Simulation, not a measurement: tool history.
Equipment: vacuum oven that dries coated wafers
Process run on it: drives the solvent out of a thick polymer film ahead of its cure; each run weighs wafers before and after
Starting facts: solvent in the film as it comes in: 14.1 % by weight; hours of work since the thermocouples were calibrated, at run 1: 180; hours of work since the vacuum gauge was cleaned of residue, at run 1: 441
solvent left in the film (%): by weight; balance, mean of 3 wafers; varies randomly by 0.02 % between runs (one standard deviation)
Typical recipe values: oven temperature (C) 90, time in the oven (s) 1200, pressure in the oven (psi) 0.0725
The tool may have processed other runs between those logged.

| run | hour | oven temperature (C) | time in the oven (s) | pressure in the oven (psi) | hours of work since the thermocouples were calibrated | hours of work since the vacuum gauge was cleaned of residue | solvent left in the film (%) |
|---|---|---|---|---|---|---|---|
| 1 | 0.0 | 90 | 1200 | 0.0725 | 180 | 441 | 3.36 |
| 2 | 62.8 | 90 | 1200 | 0.0725 | 211 | 473 | 3.36 |
| 3 | 178.6 | 90 | 1200 | 0.0725 | 269 | 531 | 3.36 |
| 4 | 227.8 | 90 | 1200 | 0.0725 | 294 | 555 | 3.37 |
| 5 | 325.4 | 90 | 1200 | 0.0725 | 343 | 604 | 3.37 |
| 6 | 374.9 | 90 | 1200 | 0.0725 | 367 | 629 | 3.37 |
| 7 | 483.3 | 90 | 1200 | 0.0725 | 421 | 683 | 3.39 |
| 8 | 571.6 | 90 | 1200 | 0.0725 | 466 | 727 | 3.39 |
| 9 | 649.5 | 90 | 1200 | 0.0725 | 504 | 766 | 3.43 |
| 10 | 757.6 | 90 | 1200 | 0.0725 | 559 | 820 | 3.41 |
| 11 | 870.1 | 90 | 1200 | 0.0725 | 615 | 876 | 3.44 |
| 12 | 921.3 | 90 | 1200 | 0.0725 | 640 | 902 | 3.42 |
| 13 | 993.7 | 90 | 1200 | 0.0831 | 677 | 938 | 3.48 |
| 14 | 1050.2 | 90 | 1200 | 0.0831 | 705 | 966 | 3.55 |
| 15 | 1144.3 | 102 | 1200 | 0.0831 | 752 | 1013 | 1.30 |
| 16 | 1234.6 | 102 | 1200 | 0.0831 | 797 | 1058 | 1.33 |
| 17 | 1289.6 | 90 | 1200 | 0.1379 | 824 | 1086 | 3.99 |
|  | 1315.4 | oven's thermocouples calibrated |
| 18 | 1399.4 | 90 | 1200 | 0.1379 | 42 | 1140 | 4.07 |
| 19 | 1505.2 | 76 | 1200 | 0.0725 | 95 | 1193 | 7.26 |
| 20 | 1617.3 | 76 | 1200 | 0.0725 | 151 | 1249 | 7.36 |
| 21 | 1681.6 | 77 | 1620 | 0.0431 | 183 | 1281 | 5.65 |
| 22 | 1744.8 | 96 | 1620 | 0.0648 | 215 | 1312 | 1.52 |
| 23 | 1854.0 | 96 | 1620 | 0.0648 | 269 | 1367 | 1.52 |
| 24 | 1917.2 | 96 | 1620 | 0.0648 | 301 | 1398 | 1.55 |
| 25 | 1996.7 | 97 | 1200 | 0.1360 | 340 | 1438 | 2.51 |
| 26 | 2052.5 | 97 | 1200 | 0.1360 | 368 | 1466 | 2.51 |
|  | 2060.9 | vacuum gauge cleaned of residue and calibrated |
| 27 | 2121.3 | 90 | 1740 | 0.2054 | 402 | 30 | 3.15 |
| 28 | 2206.6 | 90 | 1740 | 0.2054 | 445 | 73 | 3.13 |
| 29 | 2288.0 | 90 | 1740 | 0.2054 | 485 | 114 | 3.17 |
| 30 | 2388.9 | 90 | 1320 | 0.0389 | 536 | 164 | 2.54 |
| 31 | 2450.0 | 90 | 1860 | 0.0389 | 566 | 194 | 1.50 |
| 32 | 2508.5 | 90 | 1620 | 0.0725 | 595 | 224 | 2.22 |
| 33 | 2615.4 | 84 | 600 | 0.0725 | 649 | 277 | 7.31 |
| 34 | 2678.5 | 92 | 1200 | 0.0454 | 680 | 309 | 2.53 |
| 35 | 2771.4 | 99 | 1200 | 0.0999 | 727 | 355 | 1.59 |
| 36 | 2823.8 | 85 | 1200 | 0.0725 | 753 | 381 | 4.48 |
| 37 | 2924.0 | 82 | 1680 | 0.0996 | 803 | 431 | 4.29 |
| 38 | 2985.5 | 104 | 1020 | 0.1565 | 834 | 462 | 1.60 |
|  | 2992.3 | oven's thermocouples calibrated |
| 39 | 3072.6 | 104 | 1020 | 0.1565 | 40 | 505 | 1.65 |

Each row is a separate what-if for the run after 39, all from the same tool condition, not one after another. Results?
| A | 3183.0 | 97 | 960 | 0.1498 | 95 | 560 | ? |
| B | 3183.0 | 104 | 1080 | 0.1202 | 95 | 560 | ? |
| C | 3183.0 | 86 | 1020 | 0.2601 | 95 | 560 | ? |
| D | 3183.0 | 90 | 1380 | 0.0725 | 95 | 560 | ? |
| E | 3183.0 | 83 | 1020 | 0.1565 | 95 | 560 | ? |

| run | solvent left in the film (%) |
|---|---|
| A | 3.00 |
| B | 1.35 |
| C | 6.42 |
| D | 2.82 |
| E | 6.46 |
Stripped of hidden state, with their random variation kept, the same runs would have yielded:
| run | solvent left in the film (%) |
|---|---|
| A | 2.88 |
| B | 1.24 |
| C | 6.28 |
| D | 2.66 |
| E | 6.31 |
